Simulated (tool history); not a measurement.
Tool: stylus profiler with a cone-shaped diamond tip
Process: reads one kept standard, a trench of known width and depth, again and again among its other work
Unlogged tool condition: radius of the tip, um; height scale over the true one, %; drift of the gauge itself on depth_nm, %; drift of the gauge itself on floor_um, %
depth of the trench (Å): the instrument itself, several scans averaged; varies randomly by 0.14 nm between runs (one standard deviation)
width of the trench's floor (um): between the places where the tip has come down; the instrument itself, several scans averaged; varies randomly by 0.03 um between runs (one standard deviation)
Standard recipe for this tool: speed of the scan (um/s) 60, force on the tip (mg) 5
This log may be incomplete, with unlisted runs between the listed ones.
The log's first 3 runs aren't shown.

run     day  speed of the scan (um/s)  force on the tip (mg)  scans with this tip  hours of work since the height scale was calibrated  depth of the trench (Å)  width of the trench's floor (um)
  4   1.979                        27                      5                 1216                                                  162                   5060.1                             95.47
  5   2.625                        22                      5                 1275                                                  170                   5058.2                             95.48
  6   3.288                        24                      5                 1336                                                  178                   5058.1                             95.45
  7   4.067                        60                   3.11                 1407                                                  188                   5040.5                             95.35
  8   4.708                        60                   3.11                 1465                                                  196                   5041.3                             95.33
  9   5.504                        60                   3.11                 1538                                                  205                   5041.1                             95.38
 10   6.283                        60                   3.11                 1610                                                  215                   5042.4                             95.35
 11   6.904                        60                   3.11                 1667                                                  223                     5044                             95.32
 12   7.629                        60                      5                 1733                                                  231                   5058.3                             95.36
 13   8.321                        60                      5                 1796                                                  240                   5056.1                             95.36
 14   8.908                        60                      5                 1850                                                  247                   5058.4                             95.34
 15   9.383                        60                      5                 1894                                                  253                   5056.7                             95.31
       9.45  -- height scale calibrated on a step standard
 16   9.792                        60                      5                 1929                                                    4                   5055.6                             95.34
 17  10.167                        60                      5                 1963                                                    9                   5053.6                             95.29
 18  10.817                        60                      5                 2023                                                   17                     5055                             95.32
 19  11.588                        60                      5                 2093                                                   26                   5056.4                              95.3
 20  12.233                        60                      5                 2152                                                   34                     5057                             95.27
 21   12.85                        32                   2.88                 2209                                                   42                   5038.3                             95.33
 22  13.725                        28                   2.56                 2289                                                   52                   5034.5                             95.38

Run 23 comes next. What will it give?
     14.383  -- height scale calibrated on a step standard, once more
 23  14.525                       108                   6.21                 2360                                                    2                        ?                                 ?

{"run 23": {"depth of the trench (Å)": 5067.5, "width of the trench's floor (um)": 95.18}}
Had the tool carried no hidden state, the very same run would have given depth of the trench (Å) 5067.9, width of the trench's floor (um) 95.39.
